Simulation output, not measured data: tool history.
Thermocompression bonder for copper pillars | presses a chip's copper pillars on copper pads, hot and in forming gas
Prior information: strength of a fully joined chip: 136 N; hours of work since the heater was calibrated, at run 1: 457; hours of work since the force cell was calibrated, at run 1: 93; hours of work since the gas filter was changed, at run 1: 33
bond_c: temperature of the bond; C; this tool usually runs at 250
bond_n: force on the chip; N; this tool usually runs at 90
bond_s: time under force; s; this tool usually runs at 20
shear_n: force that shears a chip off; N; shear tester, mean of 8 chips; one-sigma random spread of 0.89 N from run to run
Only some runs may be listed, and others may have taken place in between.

run,hour,bond_c,bond_n,bond_s,hours of work since the heater was calibrated,hours of work since the force cell was calibrated,hours of work since the gas filter was changed,shear_n
1,0.0,250,90,20,457,93,33,77.4
2,62.3,250,90,30,502,138,78,85.9
# hour 107.2: forming gas filter changed
3,119.9,250,90,30,543,180,9,90.6
4,165.4,250,90,30,576,213,42,86.8
5,226.2,250,90,30,620,257,86,82.2
# hour 258.0: forming gas filter changed
6,282.9,222,90,30,661,298,18,63.7
# hour 289.3: force cell calibrated
7,333.5,222,90,49,697,32,54,70.3
8,374.4,250,90,11,726,62,83,60.7
9,406.0,250,90,11,749,85,106,59.4
# hour 412.1: forming gas filter changed
10,441.3,250,90,11,774,110,21,65.0
11,503.6,250,90,20,819,155,66,75.1
12,551.9,262,125,41,855,190,101,104.2
# hour 564.0: forming gas filter changed
# hour 569.6: force cell calibrated, once more
# hour 597.7: heater calibrated with a thermocouple chip
13,605.6,250,72,17,6,25,28,67.5
14,653.9,237,110,15,41,60,63,61.2
15,684.0,227,110,16,63,81,84,52.0
16,714.6,227,110,16,85,104,107,52.9
# hour 720.0: forming gas filter changed
17,745.9,266,119,20,107,126,19,99.9
18,806.7,266,119,20,151,170,63,96.9
19,834.2,266,119,20,171,190,83,95.3
# hour 872.0: forming gas filter changed
20,885.7,250,108,20,208,227,10,85.0
21,926.6,224,80,21,238,257,40,51.5

3 ways to go on from here, each from the tool as it stands after run 21. What would each give?
A,980.6,224,86,21,277,296,79,?
B,980.6,250,68,14,277,296,79,?
C,980.6,243,80,34,277,296,79,?

run,shear_n
A,51.3
B,58.7
C,77.8
What these runs would have given with no unlogged condition in the tool:
run,shear_n
A,53.7
B,61.8
C,82.2
